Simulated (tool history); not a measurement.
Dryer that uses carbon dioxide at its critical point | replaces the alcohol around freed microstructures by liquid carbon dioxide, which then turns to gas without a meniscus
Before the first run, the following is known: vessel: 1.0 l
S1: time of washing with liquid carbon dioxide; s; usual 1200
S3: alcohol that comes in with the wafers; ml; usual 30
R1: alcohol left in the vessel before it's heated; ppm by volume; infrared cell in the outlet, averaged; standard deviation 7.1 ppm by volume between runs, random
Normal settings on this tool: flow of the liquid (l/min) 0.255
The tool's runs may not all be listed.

run 1 hour=0 | S1=1200 flow_of_the_liquid_(l/min)=0.255 S3=30 | R1=705
run 2 hour=29.6 | S1=1200 flow_of_the_liquid_(l/min)=0.255 S3=30 | R1=714
run 3 hour=43.5 | S1=1200 flow_of_the_liquid_(l/min)=0.255 S3=30 | R1=711
run 4 hour=58 | S1=1200 flow_of_the_liquid_(l/min)=0.255 S3=30 | R1=709
-- hour=72.5 inlet filter changed
run 5 hour=80.1 | S1=1200 flow_of_the_liquid_(l/min)=0.255 S3=30 | R1=372
run 6 hour=111.1 | S1=1200 flow_of_the_liquid_(l/min)=0.255 S3=30 | R1=398
run 7 hour=134.5 | S1=1200 flow_of_the_liquid_(l/min)=0.255 S3=30 | R1=389
run 8 hour=157.7 | S1=1200 flow_of_the_liquid_(l/min)=0.255 S3=30 | R1=399
run 9 hour=173.4 | S1=1200 flow_of_the_liquid_(l/min)=0.255 S3=30 | R1=420
run 10 hour=191.6 | S1=1200 flow_of_the_liquid_(l/min)=0.255 S3=30 | R1=411
run 11 hour=216.6 | S1=1200 flow_of_the_liquid_(l/min)=0.255 S3=30 | R1=424
run 12 hour=237.6 | S1=1200 flow_of_the_liquid_(l/min)=0.255 S3=52 | R1=698
run 13 hour=269.3 | S1=1200 flow_of_the_liquid_(l/min)=0.255 S3=30 | R1=433
run 14 hour=288.9 | S1=1200 flow_of_the_liquid_(l/min)=0.24 S3=30 | R1=550
run 15 hour=308.2 | S1=1200 flow_of_the_liquid_(l/min)=0.185 S3=30 | R1=1378
run 16 hour=334.1 | S1=1200 flow_of_the_liquid_(l/min)=0.185 S3=30 | R1=1440
run 17 hour=360.1 | S1=1200 flow_of_the_liquid_(l/min)=0.255 S3=30 | R1=462
run 18 hour=376.5 | S1=1200 flow_of_the_liquid_(l/min)=0.255 S3=30 | R1=481
run 19 hour=392.2 | S1=1200 flow_of_the_liquid_(l/min)=0.17 S3=30 | R1=1778
run 20 hour=409.8 | S1=1200 flow_of_the_liquid_(l/min)=0.255 S3=30 | R1=491
run 21 hour=437.3 | S1=1200 flow_of_the_liquid_(l/min)=0.255 S3=30 | R1=510
run 22 hour=464.6 | S1=1560 flow_of_the_liquid_(l/min)=0.418 S3=32 | R1=84
run 23 hour=497 | S1=1380 flow_of_the_liquid_(l/min)=0.183 S3=23 | R1=817

Run 24 is up next; what results do you expect?
run 24 hour=523.4 | S1=1380 flow_of_the_liquid_(l/min)=0.183 S3=23 | R1=?

R1: 831 ppm by volume
Without the tool's hidden state the same run would have given R1 596 ppm by volume.
